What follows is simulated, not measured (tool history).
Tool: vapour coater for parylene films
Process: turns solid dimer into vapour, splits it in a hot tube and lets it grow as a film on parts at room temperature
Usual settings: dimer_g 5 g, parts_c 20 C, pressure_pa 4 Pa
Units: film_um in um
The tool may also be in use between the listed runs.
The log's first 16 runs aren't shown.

{"run": 17, "hour": 200.2, "dimer_g": 5, "parts_c": 20, "pressure_pa": 4, "film_um": 0.804}
{"run": 18, "hour": 216.8, "dimer_g": 5, "parts_c": 20, "pressure_pa": 4, "film_um": 0.805}
{"run": 19, "hour": 233.3, "dimer_g": 5, "parts_c": 20, "pressure_pa": 4, "film_um": 0.784}
{"run": 20, "hour": 249.1, "dimer_g": 5, "parts_c": 20, "pressure_pa": 3.94, "film_um": 0.795}
{"run": 21, "hour": 265.1, "dimer_g": 3, "parts_c": 20, "pressure_pa": 2.5, "film_um": 0.52}
{"run": 22, "hour": 279.1, "dimer_g": 3, "parts_c": 20, "pressure_pa": 2.5, "film_um": 0.524}
{"run": 23, "hour": 286.8, "dimer_g": 5, "parts_c": 20, "pressure_pa": 11.42, "film_um": 0.63}
{"run": 24, "hour": 299.3, "dimer_g": 7, "parts_c": 22, "pressure_pa": 8.89, "film_um": 0.908}
{"run": 25, "hour": 316.7, "dimer_g": 4, "parts_c": 16, "pressure_pa": 2.4, "film_um": 0.759}
{"run": 26, "hour": 332.1, "dimer_g": 6, "parts_c": 13, "pressure_pa": 4.32, "film_um": 1.064}
{"run": 27, "hour": 348.6, "dimer_g": 5, "parts_c": 24, "pressure_pa": 4, "film_um": 0.727}
{"run": 28, "hour": 360.6, "dimer_g": 3, "parts_c": 21, "pressure_pa": 4, "film_um": 0.466}
{"run": 29, "hour": 372.3, "dimer_g": 3, "parts_c": 21, "pressure_pa": 4, "film_um": 0.454}
{"run": 30, "hour": 383.5, "dimer_g": 7, "parts_c": 13, "pressure_pa": 4, "film_um": 1.26}
{"run": 31, "hour": 401.0, "dimer_g": 4, "parts_c": 20, "pressure_pa": 4, "film_um": 0.618}

3 ways to go on from here, each from the tool as it stands after run 31. What would each give?
{"run": "A", "hour": 410.2, "dimer_g": 7, "parts_c": 25, "pressure_pa": 2.2, "film_um": "?"}
{"run": "B", "hour": 410.2, "dimer_g": 5, "parts_c": 17, "pressure_pa": 6.5, "film_um": "?"}
{"run": "C", "hour": 410.2, "dimer_g": 8, "parts_c": 15, "pressure_pa": 6.06, "film_um": "?"}

run=A film_um=1.138
run=B film_um=0.749
run=C film_um=1.272
Without the tool's hidden state the same runs would have given:
run=A film_um=1.192
run=B film_um=0.784
run=C film_um=1.331
